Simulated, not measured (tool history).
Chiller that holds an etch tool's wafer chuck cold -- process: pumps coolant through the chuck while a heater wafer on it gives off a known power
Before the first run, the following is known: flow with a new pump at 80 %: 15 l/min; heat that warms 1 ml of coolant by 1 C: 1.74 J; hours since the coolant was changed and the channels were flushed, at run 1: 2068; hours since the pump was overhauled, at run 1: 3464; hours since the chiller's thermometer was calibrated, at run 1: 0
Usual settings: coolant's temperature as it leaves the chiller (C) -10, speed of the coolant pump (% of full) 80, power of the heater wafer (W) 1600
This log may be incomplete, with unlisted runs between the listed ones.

run    hour  coolant's temperature as it leaves the chiller (C)  speed of the coolant pump (% of full)  power of the heater wafer (W)  hours since the coolant was changed and the channels were flushed  hours since the pump was overhauled  hours since the chiller's thermometer was calibrated  chuck's temperature once it has settled (C)  how much warmer the coolant comes back (C)
  1       0                                                 -10                                     80                           1600                                                               2068                                 3464                                                     0                                            3                                        3.87
  2    89.1                                                 -10                                     80                           1600                                                               2157                                 3553                                                    89                                            3                                        3.81
  3   197.9                                                 -10                                     80                           1600                                                               2266                                 3662                                                   198                                          3.1                                        3.96
  4   299.9                                                  -7                                     80                           1600                                                               2368                                 3764                                                   300                                          6.2                                         3.9
  5   414.6                                                  -7                                     80                           1021                                                               2483                                 3879                                                   415                                          1.5                                        2.48
  6   470.9                                                  -7                                     80                           1021                                                               2539                                 3935                                                   471                                          1.5                                        2.52
  7     545                                                 -10                                     80                           1600                                                               2613                                 4009                                                   545                                          3.3                                        3.92
  8   630.4                                                 -10                                     80                           1474                                                               2699                                 4094                                                   630                                          2.2                                        3.61
  9     721                                                 -10                                     80                           1474                                                               2789                                 4185                                                   721                                          2.6                                        3.55
 10   797.7                                                 -10                                     80                           1474                                                               2866                                 4262                                                   798                                          2.3                                        3.63
 11   868.3                                                 -10                                     80                            997                                                               2937                                 4332                                                   868                                         -1.6                                        2.51
 12   949.1                                                 -10                                     80                            997                                                               3017                                 4413                                                   949                                         -1.5                                        2.47
 13  1030.8                                                 -20                                     80                           1600                                                               3099                                 4495                                                  1031                                         -6.4                                        3.94
 14  1101.6                                                 -20                                     80                           1600                                                               3170                                 4566                                                  1102                                         -6.5                                        3.91
 15  1155.7                                                 -19                                     82                           1600                                                               3224                                 4620                                                  1156                                         -5.6                                        3.92
     1162.8  -- chiller's thermometer calibrated
 16  1249.6                                                 -15                                     65                           1215                                                               3317                                 4713                                                    87                                           -3                                        3.78
 17  1340.3                                                  -1                                     69                            862                                                               3408                                 4803                                                   177                                          7.2                                        2.55
 18  1454.4                                                 -10                                     81                           2028                                                               3522                                 4917                                                   292                                          7.3                                        4.91
 19  1553.6                                                  -5                                     81                           2028                                                               3621                                 5017                                                   391                                         12.3                                           5
     1615.8  -- chiller's thermometer calibrated, once more
 20  1621.8                                                  -5                                     81                           2028                                                               3688                                 5084                                                     6                                         12.2                                        4.99
 21  1734.2                                                 -19                                     81                           1861                                                               3801                                 5196                                                   118                                         -3.1                                        4.55
 22    1831                                                 -10                                     62                           1600                                                               3897                                 5293                                                   215                                          6.3                                        5.22
 23  1923.5                                                 -10                                     62                           1600                                                               3990                                 5385                                                   308                                          6.4                                        5.24
 24  1975.5                                                  -6                                     71                           1005                                                               4042                                 5437                                                   360                                          3.6                                        2.85
 25  2079.9                                                 -10                                     74                           1600                                                               4146                                 5542                                                   464                                          4.6                                        4.31

Difference, measured minus no-hidden-state, one row per run. Run-to-run variation is common to both terms; the gauge's own scatter need not be:
Hidden state at play: heat passed by the chuck's channels, % of clean ones'; flow at a given pump speed, % of a new pump's; coolant's true temperature over the reading, C; drift of the gauge itself on chuck_c, C; drift of the gauge itself on warmer_back_c, C.
run  chuck's temperature once it has settled (C)  how much warmer the coolant comes back (C)
  1                                         +1.1                                        +0.2
  2                                         +1.1                                        +0.2
  3                                         +1.1                                       +0.21
  4                                         +1.2                                       +0.21
  5                                         +0.9                                       +0.13
  6                                         +0.9                                       +0.14
  7                                         +1.4                                       +0.22
  8                                         +1.3                                       +0.21
  9                                         +1.4                                       +0.21
 10                                         +1.4                                       +0.22
 11                                           +1                                       +0.15
 12                                         +1.1                                       +0.16
 13                                         +1.6                                       +0.25
 14                                         +1.7                                       +0.25
 15                                         +1.7                                       +0.25
 16                                         +1.6                                       +0.25
 17                                         +1.2                                       +0.17
 18                                         +2.3                                       +0.34
 19                                         +2.4                                       +0.35
 20                                         +2.3                                       +0.36
 21                                         +2.1                                       +0.33
 22                                         +2.2                                       +0.39
 23                                         +2.3                                        +0.4
 24                                         +1.4                                       +0.22
 25                                         +2.1                                       +0.34

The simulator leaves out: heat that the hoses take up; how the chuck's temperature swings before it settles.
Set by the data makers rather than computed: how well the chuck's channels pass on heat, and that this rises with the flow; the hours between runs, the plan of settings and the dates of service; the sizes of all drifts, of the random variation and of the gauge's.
